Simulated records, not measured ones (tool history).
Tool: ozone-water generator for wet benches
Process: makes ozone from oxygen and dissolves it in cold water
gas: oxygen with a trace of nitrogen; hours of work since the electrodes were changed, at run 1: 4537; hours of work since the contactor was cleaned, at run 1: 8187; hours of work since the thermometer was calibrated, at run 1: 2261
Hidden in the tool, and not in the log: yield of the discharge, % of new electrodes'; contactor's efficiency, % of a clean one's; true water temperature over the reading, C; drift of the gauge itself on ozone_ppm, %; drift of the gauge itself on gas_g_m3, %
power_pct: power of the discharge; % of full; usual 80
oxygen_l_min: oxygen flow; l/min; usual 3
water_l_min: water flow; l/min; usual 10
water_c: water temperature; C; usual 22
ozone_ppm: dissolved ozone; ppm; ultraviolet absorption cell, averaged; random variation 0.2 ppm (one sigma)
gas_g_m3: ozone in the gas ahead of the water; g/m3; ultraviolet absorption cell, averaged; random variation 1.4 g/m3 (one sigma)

run,day,power_pct,oxygen_l_min,water_l_min,water_c,hours of work since the electrodes were changed,hours of work since the contactor was cleaned,hours of work since the thermometer was calibrated,ozone_ppm,gas_g_m3
1,0,80,3,10,22,4537,8187,2261,28.8,259.4
2,5.15,80,3,10,22,4647,8297,2371,28.4,260.3
3,11.017,80,3,10,22,4772,8422,2496,28.5,260.2
4,15.912,80,3,10,22,4876,8526,2601,28.9,261.5
5,21.992,80,3,10,22,5006,8656,2730,28.7,260.8
6,27.383,80,3.15,10,22,5121,8771,2845,28.6,255.6
7,32.6,80,3.15,10,22,5232,8882,2956,28.6,254.8
8,39.588,80,3.15,10,22,5381,9031,3105,28.7,253.5
9,47.579,80,3,10,22,5552,9201,3276,28.8,260.3
10,54.121,75,3,10,22,5691,9341,3415,27.7,248.2
11,62.421,80,4.35,10,22,5868,9518,3592,27.4,213.6
12,67.454,80,3,10,24,5975,9625,3700,28.1,262.3
13,71.112,80,3,10,24,6053,9703,3777,27.7,256.5
14,75.788,80,3,10,24,6153,9803,3877,27.6,259.5
15,82.429,80,3,10,22,6295,9944,4019,28.8,261.4
16,86.175,80,3,10,22,6374,10024,4099,28.8,259.8
17,91.954,80,3,10,22,6498,10147,4222,28.5,260.7
# day 93.446: water thermometer calibrated
18,97.067,80,1.56,7,22,6606,10256,77,39.4,373.5
19,101.196,80,1.56,7,22,6694,10344,165,38.8,373.5
20,105.667,80,5.26,9,27,6790,10439,261,25.1,189.7
21,112.542,80,5.26,9,27,6936,10586,407,25.6,190.8
22,117.438,60,2.86,9,27,7041,10690,512,23.5,218.7
23,121.233,57,1.52,7,18,7121,10771,592,32.9,302.3
24,125.242,48,1.53,7,19,7207,10857,678,29,269.9
25,133.125,80,3,10,27,7375,11025,846,26.2,258.6
26,139.488,80,3,10,27,7511,11160,982,26,260.8
# day 145.679: contactor cleaned
27,145.883,54,3,10,27,7643,4,1114,20.3,201.1
28,151.662,98,3,10,22,7767,128,1238,32.7,297.9
29,158.775,45,3.94,7,28,7918,279,1389,20.9,152.6
30,164.333,80,2.6,10,29,8037,398,1508,25.8,282.7
31,170.054,80,2.6,10,29,8159,520,1630,26,281.4
32,176.871,52,3.27,11,29,8304,665,1775,17.5,186.6
33,182.625,80,3.51,13,22,8427,788,1898,22.7,236
34,189.158,73,3.51,11,19,8566,927,2037,25.8,223.7

Hidden state at the last listed run before each entry between runs and at the first one after, where it differs:
Between runs 17 and 18: water thermometer calibrated (day 93.446)
  no hidden state differs between the two runs
Between runs 26 and 27: contactor cleaned (day 145.679)
  contactor's efficiency, % of a clean one's: 99.8 -> 100
